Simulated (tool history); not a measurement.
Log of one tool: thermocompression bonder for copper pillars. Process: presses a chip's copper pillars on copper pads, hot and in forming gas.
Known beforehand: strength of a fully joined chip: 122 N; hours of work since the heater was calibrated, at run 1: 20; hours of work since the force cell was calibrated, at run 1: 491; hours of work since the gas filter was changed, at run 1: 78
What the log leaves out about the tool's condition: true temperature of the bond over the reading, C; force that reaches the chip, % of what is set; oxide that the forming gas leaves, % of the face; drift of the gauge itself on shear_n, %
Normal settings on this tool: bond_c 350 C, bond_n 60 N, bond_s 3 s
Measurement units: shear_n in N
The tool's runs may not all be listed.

run,day,bond_c,bond_n,bond_s,hours of work since the heater was calibrated,hours of work since the force cell was calibrated,hours of work since the gas filter was changed,shear_n
1,0,350,60,3,20,491,78,68.6
2,4.258,350,60,3,79,551,138,67.6
3,8.196,350,60,3,134,606,193,67.6
4,10.888,350,60,3,172,643,231,68
# day 12.938: forming gas filter changed
5,14.367,350,60,3,221,692,20,67.3
6,17.8,350,60,3,269,740,68,67.1
7,20.346,350,60,2,304,776,104,58.6
8,23.362,350,60,2,347,818,146,59
9,27.021,350,60,2,398,869,197,59.6
10,30.375,350,60,2,445,916,244,57.1
# day 31.65: forming gas filter changed
11,33.775,350,60,2,492,963,30,59.2
12,35.942,350,60,2,522,994,60,59.7
13,40.075,350,60,3,580,1052,118,68.2
14,42.046,350,60,3,608,1079,146,68.2
15,45.671,322,60,3,659,1130,196,55.6
# day 48.017: heater calibrated with a thermocouple chip
16,48.754,322,60,3,10,1172,238,55.8
# day 50.458: forming gas filter changed
17,51.821,322,60,3,53,1215,19,56
18,54.462,350,60,3,90,1252,56,67.5
19,56.388,350,60,3,117,1279,83,67.1
20,58.996,350,50,3,154,1315,120,62.3
21,61.412,350,50,7,187,1349,153,81.7
22,65,350,50,7,238,1399,204,83.3
23,67.908,350,57,6,278,1440,244,82
# day 69.133: forming gas filter changed
24,70.908,357,60,7,320,1482,25,87.1
25,73.504,367,40,3,356,1518,61,62.4
# day 74.567: force cell calibrated
26,75.592,350,51,3,385,14,90,63.2
27,78.375,350,51,3,424,53,129,63.2
28,81.392,349,46,8,466,96,171,81.5
29,83.538,349,50,9,496,126,201,86.7
30,87.458,368,81,5,551,181,256,94.5
# day 87.758: forming gas filter changed
31,91.517,368,81,5,608,237,53,95.3
32,94.912,368,81,5,655,285,100,95.7
# day 97.788: heater calibrated with a thermocouple chip
33,97.967,368,81,5,2,326,142,94.1
34,101.504,332,47,4,52,376,191,58.7
35,105.05,338,88,3,102,426,241,72.7

5 ways to go on from here, each from the tool as it stands after run 35. What would each give?
# day 106.417: forming gas filter changed
A,108.325,334,88,5,147,471,27,?
# day 106.417: forming gas filter changed
B,108.325,364,43,7,147,471,27,?
# day 106.417: forming gas filter changed
C,108.325,356,88,2,147,471,27,?
# day 106.417: forming gas filter changed
D,108.325,332,69,3,147,471,27,?
# day 106.417: forming gas filter changed
E,108.325,324,41,4,147,471,27,?

run,shear_n
A,83.7
B,81.4
C,73.4
D,65
E,51.9
With no hidden state in the tool, these same runs would have given:
run,shear_n
A,83.7
B,81.5
C,73.4
D,65
E,51.9
